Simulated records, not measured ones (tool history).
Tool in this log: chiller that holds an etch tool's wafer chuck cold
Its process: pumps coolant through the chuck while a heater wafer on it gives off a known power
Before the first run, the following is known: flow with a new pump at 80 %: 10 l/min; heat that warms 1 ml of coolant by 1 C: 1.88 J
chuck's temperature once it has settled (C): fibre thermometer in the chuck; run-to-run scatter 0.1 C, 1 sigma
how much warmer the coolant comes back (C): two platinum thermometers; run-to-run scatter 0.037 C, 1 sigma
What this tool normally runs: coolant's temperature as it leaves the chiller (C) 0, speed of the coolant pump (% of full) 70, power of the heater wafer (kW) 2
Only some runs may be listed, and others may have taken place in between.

run,hour,coolant's temperature as it leaves the chiller (C),speed of the coolant pump (% of full),power of the heater wafer (kW),chuck's temperature once it has settled (C),how much warmer the coolant comes back (C)
1,0,0,70,2,15.4,7.31
2,24,0,70,2,15.1,7.37
3,48.7,0,70,2,15.1,7.29
4,72.2,0,70,2,15.2,7.29
5,99.7,0,70,2,15.2,7.35
# hour 113.1: chiller's thermometer calibrated
6,118.7,0,70,2,15.4,7.31
7,146.1,4,70,2,19.4,7.38
8,180.1,0,70,2,15.6,7.35
9,210.5,0,70,2,15.5,7.33
# hour 220.6: chiller's thermometer calibrated, once more
10,245.2,0,94,2,11.2,5.38
11,275.3,0,94,2,11.2,5.37
12,303.5,0,91,2,11.5,5.56
13,319.3,0,91,2,11.5,5.51
14,352.5,0,91,1.167,6.8,3.21
15,385.2,0,91,1.167,6.8,3.26
16,412.3,0,91,1.167,6.7,3.26
17,435.9,0,91,1.167,6.8,3.23

The next listed run, before its measurement:
18,457.3,0,91,1.167,?,?

Run 18 measured chuck's temperature once it has settled (C) 6.7, how much warmer the coolant comes back (C) 3.28.
If the tool had no hidden condition, the same run with the same run-to-run variation would have returned chuck's temperature once it has settled (C) 6.6, how much warmer the coolant comes back (C) 3.27.
